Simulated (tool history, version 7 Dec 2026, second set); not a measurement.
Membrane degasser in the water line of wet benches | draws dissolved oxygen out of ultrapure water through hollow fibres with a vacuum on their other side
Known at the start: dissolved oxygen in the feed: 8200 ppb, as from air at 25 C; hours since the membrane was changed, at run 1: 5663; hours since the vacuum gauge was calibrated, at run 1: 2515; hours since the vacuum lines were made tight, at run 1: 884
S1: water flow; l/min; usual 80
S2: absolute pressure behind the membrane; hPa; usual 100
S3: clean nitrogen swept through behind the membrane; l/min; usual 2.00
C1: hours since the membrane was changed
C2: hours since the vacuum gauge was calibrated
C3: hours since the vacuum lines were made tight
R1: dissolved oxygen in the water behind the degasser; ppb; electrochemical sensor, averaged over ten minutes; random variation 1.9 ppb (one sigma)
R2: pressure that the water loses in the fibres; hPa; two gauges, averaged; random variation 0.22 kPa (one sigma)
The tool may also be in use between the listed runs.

Run 1, hour 0.0: usual settings; C1 5663; C2 2515; C3 884. Result: R1 520.7 ppb, R2 514.3 hPa.
Run 2, hour 165.2: usual settings but S1 76 l/min; C1 5829; C2 2680; C3 1049. Result: R1 500.7 ppb, R2 488.9 hPa.
Run 3, hour 299.3: usual settings but S1 79 l/min; C1 5963; C2 2814; C3 1183. Result: R1 516.4 ppb, R2 506.6 hPa.
Run 4, hour 428.9: usual settings but S1 79 l/min, S2 152 hPa; C1 6092; C2 2944; C3 1313. Result: R1 873.2 ppb, R2 509.8 hPa.
Run 5, hour 615.9: usual settings; C1 6279; C2 3131; C3 1500. Result: R1 521.3 ppb, R2 517.8 hPa.
Run 6, hour 817.5: usual settings; C1 6481; C2 3332; C3 1701. Result: R1 517.4 ppb, R2 513.5 hPa.
Run 7, hour 921.4: usual settings; C1 6585; C2 3436; C3 1805. Result: R1 518.3 ppb, R2 514.7 hPa.
Run 8, hour 1084.8: usual settings; C1 6748; C2 3600; C3 1969. Result: R1 523.7 ppb, R2 515.3 hPa.
Run 9, hour 1235.0: usual settings; C1 6899; C2 3750; C3 2119. Result: R1 521.5 ppb, R2 513.0 hPa.
Run 10, hour 1367.1: usual settings; C1 7031; C2 3882; C3 2251. Result: R1 517.8 ppb, R2 515.4 hPa.
Run 11, hour 1578.0: usual settings; C1 7241; C2 4093; C3 2462. Result: R1 517.9 ppb, R2 514.4 hPa.
At hour 1666.1: vacuum gauge calibrated.
Run 12, hour 1674.7: usual settings; C1 7338; C2 9; C3 2558. Result: R1 522.1 ppb, R2 513.9 hPa.
Run 13, hour 1793.6: usual settings; C1 7457; C2 128; C3 2677. Result: R1 519.1 ppb, R2 515.8 hPa.
Run 14, hour 1895.8: usual settings; C1 7559; C2 230; C3 2779. Result: R1 520.8 ppb, R2 517.2 hPa.
Run 15, hour 2093.1: usual settings but S3 5.15 l/min; C1 7756; C2 427; C3 2976. Result: R1 238.3 ppb, R2 515.8 hPa.
Run 16, hour 2299.6: usual settings; C1 7963; C2 633; C3 3183. Result: R1 521.5 ppb, R2 515.5 hPa.
Run 17, hour 2447.8: usual settings but S1 115 l/min, S2 240 hPa, S3 0.91 l/min; C1 8111; C2 782; C3 3331. Result: R1 2845.5 ppb, R2 745.1 hPa.
Run 18, hour 2612.0: usual settings but S1 115 l/min, S2 240 hPa, S3 0.91 l/min; C1 8275; C2 946; C3 3495. Result: R1 2841.9 ppb, R2 739.6 hPa.
Run 19, hour 2773.7: usual settings but S1 115 l/min, S2 240 hPa, S3 0.91 l/min; C1 8437; C2 1108; C3 3657. Result: R1 2839.8 ppb, R2 742.9 hPa.
Run 20, hour 2949.6: usual settings but S1 115 l/min, S2 240 hPa, S3 0.91 l/min; C1 8613; C2 1283; C3 3833. Result: R1 2823.9 ppb, R2 740.8 hPa.
Run 21, hour 3061.3: usual settings but S2 157 hPa, S3 3.19 l/min; C1 8724; C2 1395; C3 3944. Result: R1 637.6 ppb, R2 514.5 hPa.
Run 22, hour 3215.1: usual settings but S2 157 hPa, S3 3.19 l/min; C1 8878; C2 1549; C3 4098. Result: R1 640.9 ppb, R2 513.7 hPa.
Run 23, hour 3308.5: usual settings but S1 56 l/min, S2 102 hPa; C1 8971; C2 1642; C3 4192. Result: R1 399.7 ppb, R2 360.2 hPa.
Run 24, hour 3414.1: usual settings but S1 56 l/min, S2 75 hPa; C1 9077; C2 1748; C3 4297. Result: R1 250.6 ppb, R2 358.9 hPa.
Run 25, hour 3518.5: usual settings but S2 123 hPa, S3 3.20 l/min; C1 9181; C2 1852; C3 4402. Result: R1 469.6 ppb, R2 516.1 hPa.
Run 26, hour 3680.0: usual settings but S1 119 l/min, S2 153 hPa, S3 5.60 l/min; C1 9343; C2 2014; C3 4563. Result: R1 550.7 ppb, R2 766.6 hPa.
Run 27, hour 3883.0: usual settings but S1 119 l/min, S2 153 hPa, S3 5.60 l/min; C1 9546; C2 2217; C3 4766. Result: R1 550.0 ppb, R2 766.2 hPa.
Run 28, hour 4061.7: usual settings but S1 49 l/min, S2 210 hPa, S3 5.71 l/min; C1 9725; C2 2396; C3 4945. Result: R1 350.7 ppb, R2 313.6 hPa.
Run 29, hour 4162.3: usual settings but S1 95 l/min, S2 110 hPa, S3 1.36 l/min; C1 9825; C2 2496; C3 5045. Result: R1 879.7 ppb, R2 613.7 hPa.
Run 30, hour 4307.5: usual settings but S1 113 l/min, S2 93 hPa; C1 9970; C2 2641; C3 5191. Result: R1 612.9 ppb, R2 730.5 hPa.
Run 31, hour 4439.4: usual settings but S1 71 l/min, S2 173 hPa; C1 10102; C2 2773; C3 5323. Result: R1 931.5 ppb, R2 457.7 hPa.
Run 32, hour 4534.6: usual settings but S1 71 l/min, S2 173 hPa; C1 10198; C2 2869; C3 5418. Result: R1 930.1 ppb, R2 457.1 hPa.

4 ways to go on from here, each from the tool as it stands after run 32. What would each give?
Run A, hour 4725.9: usual settings but S1 127 l/min, S2 73 hPa; C1 10389; C2 3060; C3 5609. Result: R1 ?, R2 ?.
Run B, hour 4725.9: usual settings but S1 71 l/min, S2 173 hPa, S3 0.94 l/min; C1 10389; C2 3060; C3 5609. Result: R1 ?, R2 ?.
Run C, hour 4725.9: usual settings but S2 237 hPa, S3 0.94 l/min; C1 10389; C2 3060; C3 5609. Result: R1 ?, R2 ?.
Run D, hour 4725.9: usual settings but S1 48 l/min, S2 101 hPa, S3 1.42 l/min; C1 10389; C2 3060; C3 5609. Result: R1 ?, R2 ?.

run      R1     R2
  A   464.6  824.8
  B  1560.6  462.1
  C  2286.2  518.0
  D   459.2  309.1
Without the tool's hidden state the same runs would have given:
run      R1     R2
  A   464.3  823.5
  B  1560.4  461.3
  C  2286.1  517.2
  D   459.0  308.6
